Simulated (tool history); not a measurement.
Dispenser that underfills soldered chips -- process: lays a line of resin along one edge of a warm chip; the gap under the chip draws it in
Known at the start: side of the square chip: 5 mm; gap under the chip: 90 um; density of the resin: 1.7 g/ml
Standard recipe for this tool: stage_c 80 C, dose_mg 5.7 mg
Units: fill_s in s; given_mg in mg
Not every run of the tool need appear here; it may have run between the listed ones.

{"run": 1, "hour": 0.0, "stage_c": 80, "dose_mg": 5.7, "fill_s": 22.6, "given_mg": 5.63}
{"run": 2, "hour": 4.1, "stage_c": 80, "dose_mg": 5.7, "fill_s": 26.1, "given_mg": 5.65}
{"hour": 8.5, "done": "new syringe of resin"}
{"run": 3, "hour": 11.1, "stage_c": 80, "dose_mg": 5.7, "fill_s": 24.3, "given_mg": 5.65}
{"hour": 17.8, "done": "new syringe of resin"}
{"run": 4, "hour": 18.0, "stage_c": 80, "dose_mg": 5.7, "fill_s": 22.4, "given_mg": 5.63}
{"run": 5, "hour": 22.4, "stage_c": 89, "dose_mg": 5.7, "fill_s": 19.1, "given_mg": 5.65}
{"hour": 27.3, "done": "new syringe of resin"}
{"run": 6, "hour": 27.8, "stage_c": 80, "dose_mg": 7.25, "fill_s": 21.6, "given_mg": 7.16}
{"run": 7, "hour": 31.2, "stage_c": 84, "dose_mg": 7.25, "fill_s": 21.4, "given_mg": 7.16}
{"hour": 36.4, "done": "new syringe of resin"}
{"run": 8, "hour": 37.5, "stage_c": 84, "dose_mg": 7.25, "fill_s": 19.4, "given_mg": 7.13}
{"run": 9, "hour": 45.0, "stage_c": 80, "dose_mg": 5.7, "fill_s": 30.8, "given_mg": 5.59}
{"hour": 45.9, "done": "new syringe of resin"}
{"run": 10, "hour": 50.6, "stage_c": 80, "dose_mg": 5.7, "fill_s": 25.9, "given_mg": 5.61}
{"hour": 55.4, "done": "new syringe of resin"}
{"run": 11, "hour": 55.6, "stage_c": 80, "dose_mg": 5.67, "fill_s": 22.3, "given_mg": 5.55}
{"run": 12, "hour": 62.6, "stage_c": 66, "dose_mg": 6.24, "fill_s": 49.6, "given_mg": 6.07}
{"hour": 64.5, "done": "new syringe of resin"}
{"run": 13, "hour": 68.2, "stage_c": 66, "dose_mg": 6.24, "fill_s": 41.7, "given_mg": 6.1}
{"run": 14, "hour": 72.1, "stage_c": 90, "dose_mg": 6.37, "fill_s": 19.4, "given_mg": 6.21}

For run 15, what comes out?
{"hour": 74.2, "done": "dispensing valve cleaned and set on the balance"}
{"hour": 74.8, "done": "new syringe of resin"}
{"run": 15, "hour": 78.7, "stage_c": 67, "dose_mg": 5.83, "fill_s": "?", "given_mg": "?"}

fill_s: 42.2 s
given_mg: 5.81 mg
Without the tool's hidden state the same run would have given fill_s 37 s, given_mg 5.83 mg.

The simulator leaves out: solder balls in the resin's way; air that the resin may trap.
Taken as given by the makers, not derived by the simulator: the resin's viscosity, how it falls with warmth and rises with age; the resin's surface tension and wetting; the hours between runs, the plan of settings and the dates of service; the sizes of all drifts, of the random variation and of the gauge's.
